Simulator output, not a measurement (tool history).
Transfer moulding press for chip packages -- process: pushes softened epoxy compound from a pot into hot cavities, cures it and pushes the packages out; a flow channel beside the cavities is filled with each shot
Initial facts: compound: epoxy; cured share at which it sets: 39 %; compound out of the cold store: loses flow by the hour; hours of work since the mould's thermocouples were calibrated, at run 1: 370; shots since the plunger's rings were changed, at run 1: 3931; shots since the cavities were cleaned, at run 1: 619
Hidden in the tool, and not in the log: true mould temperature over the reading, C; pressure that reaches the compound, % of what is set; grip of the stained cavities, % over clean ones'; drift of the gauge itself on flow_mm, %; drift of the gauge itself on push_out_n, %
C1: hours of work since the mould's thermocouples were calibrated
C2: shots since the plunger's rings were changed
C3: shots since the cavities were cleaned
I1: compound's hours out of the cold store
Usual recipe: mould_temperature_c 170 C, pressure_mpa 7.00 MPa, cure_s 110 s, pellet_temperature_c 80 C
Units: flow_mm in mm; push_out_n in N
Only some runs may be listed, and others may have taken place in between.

{"run": 1, "hour": 0.0, "mould_temperature_c": 170, "pressure_mpa": 7.0, "cure_s": 110, "pellet_temperature_c": 80, "C1": 370, "C2": 3931, "C3": 619, "I1": 31.9, "flow_mm": 693, "push_out_n": 782}
{"hour": 16.6, "done": "cavities cleaned with cleaning compound and waxed"}
{"run": 2, "hour": 16.9, "mould_temperature_c": 170, "pressure_mpa": 7.0, "cure_s": 110, "pellet_temperature_c": 72, "C1": 378, "C2": 4065, "C3": 3, "I1": 27.9, "flow_mm": 699, "push_out_n": 409}
{"run": 3, "hour": 33.2, "mould_temperature_c": 170, "pressure_mpa": 7.0, "cure_s": 110, "pellet_temperature_c": 80, "C1": 388, "C2": 4206, "C3": 144, "I1": 42.4, "flow_mm": 665, "push_out_n": 540}
{"run": 4, "hour": 46.8, "mould_temperature_c": 170, "pressure_mpa": 7.0, "cure_s": 110, "pellet_temperature_c": 80, "C1": 395, "C2": 4324, "C3": 262, "I1": 43.9, "flow_mm": 662, "push_out_n": 606}
{"run": 5, "hour": 55.0, "mould_temperature_c": 170, "pressure_mpa": 7.0, "cure_s": 110, "pellet_temperature_c": 85, "C1": 400, "C2": 4395, "C3": 333, "I1": 11.5, "flow_mm": 744, "push_out_n": 670}
{"run": 6, "hour": 68.2, "mould_temperature_c": 170, "pressure_mpa": 7.0, "cure_s": 110, "pellet_temperature_c": 85, "C1": 408, "C2": 4510, "C3": 448, "I1": 10.6, "flow_mm": 722, "push_out_n": 705}
{"run": 7, "hour": 83.6, "mould_temperature_c": 170, "pressure_mpa": 7.0, "cure_s": 110, "pellet_temperature_c": 85, "C1": 416, "C2": 4643, "C3": 581, "I1": 34.8, "flow_mm": 666, "push_out_n": 759}
{"run": 8, "hour": 94.7, "mould_temperature_c": 170, "pressure_mpa": 7.0, "cure_s": 110, "pellet_temperature_c": 85, "C1": 423, "C2": 4740, "C3": 678, "I1": 11.2, "flow_mm": 728, "push_out_n": 763}
{"hour": 99.3, "done": "plunger's sealing rings changed"}
{"hour": 106.9, "done": "cavities cleaned with cleaning compound and waxed"}
{"run": 9, "hour": 112.8, "mould_temperature_c": 170, "pressure_mpa": 7.0, "cure_s": 110, "pellet_temperature_c": 80, "C1": 431, "C2": 105, "C3": 52, "I1": 19.2, "flow_mm": 790, "push_out_n": 467}
{"run": 10, "hour": 121.1, "mould_temperature_c": 170, "pressure_mpa": 8.53, "cure_s": 110, "pellet_temperature_c": 80, "C1": 435, "C2": 176, "C3": 123, "I1": 19.7, "flow_mm": 870, "push_out_n": 519}
{"run": 11, "hour": 136.9, "mould_temperature_c": 170, "pressure_mpa": 7.0, "cure_s": 110, "pellet_temperature_c": 76, "C1": 444, "C2": 313, "C3": 260, "I1": 44.3, "flow_mm": 715, "push_out_n": 603}
{"run": 12, "hour": 153.0, "mould_temperature_c": 170, "pressure_mpa": 7.0, "cure_s": 110, "pellet_temperature_c": 80, "C1": 453, "C2": 453, "C3": 400, "I1": 38.4, "flow_mm": 738, "push_out_n": 675}
{"run": 13, "hour": 162.9, "mould_temperature_c": 170, "pressure_mpa": 7.0, "cure_s": 110, "pellet_temperature_c": 80, "C1": 459, "C2": 539, "C3": 486, "I1": 38.7, "flow_mm": 732, "push_out_n": 696}
{"run": 14, "hour": 170.9, "mould_temperature_c": 170, "pressure_mpa": 7.0, "cure_s": 110, "pellet_temperature_c": 80, "C1": 464, "C2": 608, "C3": 555, "I1": 17.5, "flow_mm": 784, "push_out_n": 716}
{"run": 15, "hour": 180.4, "mould_temperature_c": 170, "pressure_mpa": 7.0, "cure_s": 110, "pellet_temperature_c": 80, "C1": 469, "C2": 691, "C3": 638, "I1": 12.2, "flow_mm": 798, "push_out_n": 771}
{"run": 16, "hour": 189.0, "mould_temperature_c": 170, "pressure_mpa": 7.0, "cure_s": 103, "pellet_temperature_c": 80, "C1": 474, "C2": 765, "C3": 712, "I1": 14.8, "flow_mm": 779, "push_out_n": 834}
{"hour": 194.7, "done": "cavities cleaned with cleaning compound and waxed"}
{"run": 17, "hour": 203.7, "mould_temperature_c": 170, "pressure_mpa": 7.0, "cure_s": 103, "pellet_temperature_c": 80, "C1": 481, "C2": 880, "C3": 78, "I1": 22.9, "flow_mm": 766, "push_out_n": 515}
{"run": 18, "hour": 216.2, "mould_temperature_c": 165, "pressure_mpa": 7.0, "cure_s": 104, "pellet_temperature_c": 80, "C1": 488, "C2": 988, "C3": 186, "I1": 31.7, "flow_mm": 759, "push_out_n": 809}
{"run": 19, "hour": 229.7, "mould_temperature_c": 165, "pressure_mpa": 7.0, "cure_s": 104, "pellet_temperature_c": 80, "C1": 496, "C2": 1105, "C3": 303, "I1": 18.5, "flow_mm": 793, "push_out_n": 876}
{"run": 20, "hour": 239.3, "mould_temperature_c": 165, "pressure_mpa": 7.0, "cure_s": 104, "pellet_temperature_c": 80, "C1": 502, "C2": 1189, "C3": 387, "I1": 27.5, "flow_mm": 770, "push_out_n": 950}
{"run": 21, "hour": 253.9, "mould_temperature_c": 165, "pressure_mpa": 8.29, "cure_s": 104, "pellet_temperature_c": 70, "C1": 510, "C2": 1316, "C3": 514, "I1": 36.4, "flow_mm": 811, "push_out_n": 963}
{"hour": 258.6, "done": "mould's thermocouples calibrated"}
{"run": 22, "hour": 270.0, "mould_temperature_c": 165, "pressure_mpa": 8.49, "cure_s": 105, "pellet_temperature_c": 70, "C1": 6, "C2": 1438, "C3": 636, "I1": 24.5, "flow_mm": 840, "push_out_n": 1130}
{"hour": 284.8, "done": "cavities cleaned with cleaning compound and waxed"}
{"run": 23, "hour": 286.0, "mould_temperature_c": 170, "pressure_mpa": 7.0, "cure_s": 125, "pellet_temperature_c": 80, "C1": 15, "C2": 1564, "C3": 11, "I1": 12.5, "flow_mm": 788, "push_out_n": 437}
{"run": 24, "hour": 297.4, "mould_temperature_c": 167, "pressure_mpa": 7.42, "cure_s": 92, "pellet_temperature_c": 74, "C1": 21, "C2": 1662, "C3": 109, "I1": 16.4, "flow_mm": 812, "push_out_n": 966}
{"run": 25, "hour": 306.2, "mould_temperature_c": 162, "pressure_mpa": 7.01, "cure_s": 110, "pellet_temperature_c": 87, "C1": 26, "C2": 1739, "C3": 186, "I1": 21.3, "flow_mm": 791, "push_out_n": 990}
{"run": 26, "hour": 314.9, "mould_temperature_c": 162, "pressure_mpa": 7.01, "cure_s": 110, "pellet_temperature_c": 87, "C1": 31, "C2": 1814, "C3": 261, "I1": 24.3, "flow_mm": 792, "push_out_n": 986}
{"run": 27, "hour": 322.8, "mould_temperature_c": 167, "pressure_mpa": 5.77, "cure_s": 110, "pellet_temperature_c": 87, "C1": 36, "C2": 1883, "C3": 330, "I1": 8.8, "flow_mm": 738, "push_out_n": 792}
{"run": 28, "hour": 333.7, "mould_temperature_c": 167, "pressure_mpa": 5.77, "cure_s": 113, "pellet_temperature_c": 87, "C1": 42, "C2": 1978, "C3": 425, "I1": 14.1, "flow_mm": 716, "push_out_n": 790}
{"run": 29, "hour": 348.4, "mould_temperature_c": 167, "pressure_mpa": 5.77, "cure_s": 113, "pellet_temperature_c": 87, "C1": 50, "C2": 2105, "C3": 552, "I1": 30.8, "flow_mm": 684, "push_out_n": 841}

Each row is a separate what-if for the run after 29, all from the same tool condition, not one after another. Results?
{"run": "A", "hour": 355.6, "mould_temperature_c": 167, "pressure_mpa": 5.77, "cure_s": 99, "pellet_temperature_c": 87, "C1": 54, "C2": 2168, "C3": 615, "I1": 13.0, "flow_mm": "?", "push_out_n": "?"}
{"run": "B", "hour": 355.6, "mould_temperature_c": 170, "pressure_mpa": 7.0, "cure_s": 124, "pellet_temperature_c": 73, "C1": 54, "C2": 2168, "C3": 615, "I1": 19.2, "flow_mm": "?", "push_out_n": "?"}
{"run": "C", "hour": 355.6, "mould_temperature_c": 167, "pressure_mpa": 5.77, "cure_s": 113, "pellet_temperature_c": 81, "C1": 54, "C2": 2168, "C3": 615, "I1": 23.1, "flow_mm": "?", "push_out_n": "?"}

run=A flow_mm=708 push_out_n=1073
run=B flow_mm=749 push_out_n=736
run=C flow_mm=692 push_out_n=889
Stripped of hidden state, with their random variation kept, the same runs would have yielded:
run=A flow_mm=743 push_out_n=607
run=B flow_mm=785 push_out_n=404
run=C flow_mm=726 push_out_n=496

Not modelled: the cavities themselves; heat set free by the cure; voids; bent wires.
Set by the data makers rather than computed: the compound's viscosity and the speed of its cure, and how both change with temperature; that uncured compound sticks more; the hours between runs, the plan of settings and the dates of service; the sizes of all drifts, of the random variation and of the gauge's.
